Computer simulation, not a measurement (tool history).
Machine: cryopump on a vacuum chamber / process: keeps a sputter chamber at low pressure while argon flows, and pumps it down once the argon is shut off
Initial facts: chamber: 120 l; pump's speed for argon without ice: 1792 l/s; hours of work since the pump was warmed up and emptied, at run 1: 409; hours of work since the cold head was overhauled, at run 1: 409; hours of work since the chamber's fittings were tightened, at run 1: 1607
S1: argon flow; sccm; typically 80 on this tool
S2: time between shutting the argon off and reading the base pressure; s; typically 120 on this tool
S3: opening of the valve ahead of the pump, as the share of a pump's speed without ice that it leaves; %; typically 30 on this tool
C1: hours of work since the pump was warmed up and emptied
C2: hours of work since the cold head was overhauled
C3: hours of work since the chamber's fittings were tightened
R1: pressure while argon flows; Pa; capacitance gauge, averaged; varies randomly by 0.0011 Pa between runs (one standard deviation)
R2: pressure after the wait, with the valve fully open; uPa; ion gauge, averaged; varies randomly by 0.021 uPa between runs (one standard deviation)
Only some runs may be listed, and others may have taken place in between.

run 1 hour=0.0 | S1=80 S2=120 S3=30 | C1=409 C2=409 C3=1607 | R1=0.2739 R2=1.08
-- hour=15.1 pump warmed up, emptied and cooled again
run 2 hour=16.3 | S1=80 S2=120 S3=30 | C1=1 C2=416 C3=1614 | R1=0.2522 R2=0.90
run 3 hour=22.8 | S1=80 S2=120 S3=22 | C1=5 C2=420 C3=1618 | R1=0.3409 R2=0.86
run 4 hour=29.7 | S1=80 S2=120 S3=30 | C1=9 C2=425 C3=1622 | R1=0.2544 R2=0.89
run 5 hour=42.3 | S1=80 S2=120 S3=30 | C1=17 C2=433 C3=1630 | R1=0.2523 R2=0.91
run 6 hour=54.0 | S1=80 S2=120 S3=30 | C1=25 C2=440 C3=1638 | R1=0.2539 R2=0.91
run 7 hour=63.9 | S1=47 S2=120 S3=30 | C1=31 C2=447 C3=1644 | R1=0.1491 R2=0.89
run 8 hour=72.1 | S1=47 S2=120 S3=30 | C1=37 C2=452 C3=1650 | R1=0.1490 R2=0.89
run 9 hour=84.5 | S1=47 S2=120 S3=30 | C1=44 C2=460 C3=1657 | R1=0.1495 R2=0.91
run 10 hour=94.3 | S1=47 S2=120 S3=30 | C1=51 C2=466 C3=1664 | R1=0.1508 R2=0.90
run 11 hour=105.5 | S1=80 S2=120 S3=30 | C1=58 C2=473 C3=1671 | R1=0.2543 R2=0.91
run 12 hour=121.3 | S1=80 S2=120 S3=30 | C1=68 C2=483 C3=1681 | R1=0.2561 R2=0.95
run 13 hour=131.1 | S1=80 S2=120 S3=30 | C1=74 C2=490 C3=1687 | R1=0.2562 R2=0.89
run 14 hour=142.1 | S1=80 S2=120 S3=30 | C1=81 C2=497 C3=1694 | R1=0.2562 R2=0.89
run 15 hour=149.0 | S1=80 S2=46 S3=23 | C1=86 C2=501 C3=1699 | R1=0.3318 R2=1.19
run 16 hour=161.4 | S1=38 S2=35 S3=47 | C1=94 C2=509 C3=1707 | R1=0.0778 R2=1.29
run 17 hour=173.0 | S1=61 S2=120 S3=30 | C1=101 C2=516 C3=1714 | R1=0.1951 R2=0.95
run 18 hour=185.8 | S1=61 S2=120 S3=30 | C1=109 C2=525 C3=1722 | R1=0.1953 R2=0.96
run 19 hour=197.4 | S1=156 S2=120 S3=30 | C1=117 C2=532 C3=1730 | R1=0.5035 R2=0.97
run 20 hour=207.9 | S1=62 S2=171 S3=30 | C1=124 C2=539 C3=1737 | R1=0.2019 R2=0.94
run 21 hour=219.3 | S1=62 S2=171 S3=30 | C1=131 C2=546 C3=1744 | R1=0.1989 R2=0.95
run 22 hour=233.0 | S1=127 S2=246 S3=21 | C1=140 C2=555 C3=1753 | R1=0.5764 R2=0.92
run 23 hour=248.5 | S1=127 S2=246 S3=21 | C1=150 C2=565 C3=1763 | R1=0.5815 R2=0.88
run 24 hour=263.0 | S1=80 S2=105 S3=50 | C1=159 C2=574 C3=1772 | R1=0.1589 R2=1.01
run 25 hour=272.4 | S1=140 S2=138 S3=50 | C1=165 C2=580 C3=1778 | R1=0.2759 R2=0.97
run 26 hour=280.7 | S1=140 S2=138 S3=50 | C1=170 C2=586 C3=1783 | R1=0.2797 R2=1.01
run 27 hour=291.2 | S1=140 S2=138 S3=50 | C1=177 C2=592 C3=1790 | R1=0.2782 R2=1.02
run 28 hour=301.0 | S1=134 S2=209 S3=25 | C1=183 C2=599 C3=1796 | R1=0.5221 R2=0.94

Alternative continuations, all from the tool just after run 28; predict every row:
run A hour=315.1 | S1=125 S2=92 S3=51 | C1=192 C2=608 C3=1805 | R1=? R2=?
run B hour=315.1 | S1=129 S2=188 S3=38 | C1=192 C2=608 C3=1805 | R1=? R2=?
run C hour=315.1 | S1=134 S2=209 S3=20 | C1=192 C2=608 C3=1805 | R1=? R2=?
run D hour=315.1 | S1=64 S2=209 S3=16 | C1=192 C2=608 C3=1805 | R1=? R2=?

run=A R1=0.2456 R2=1.06
run=B R1=0.3364 R2=0.99
run=C R1=0.6447 R2=0.94
run=D R1=0.3842 R2=0.94
Stripped of hidden state, with their random variation kept, the same runs would have yielded:
run=A R1=0.2309 R2=0.34
run=B R1=0.3212 R2=0.26
run=C R1=0.6291 R2=0.25
run=D R1=0.3766 R2=0.24

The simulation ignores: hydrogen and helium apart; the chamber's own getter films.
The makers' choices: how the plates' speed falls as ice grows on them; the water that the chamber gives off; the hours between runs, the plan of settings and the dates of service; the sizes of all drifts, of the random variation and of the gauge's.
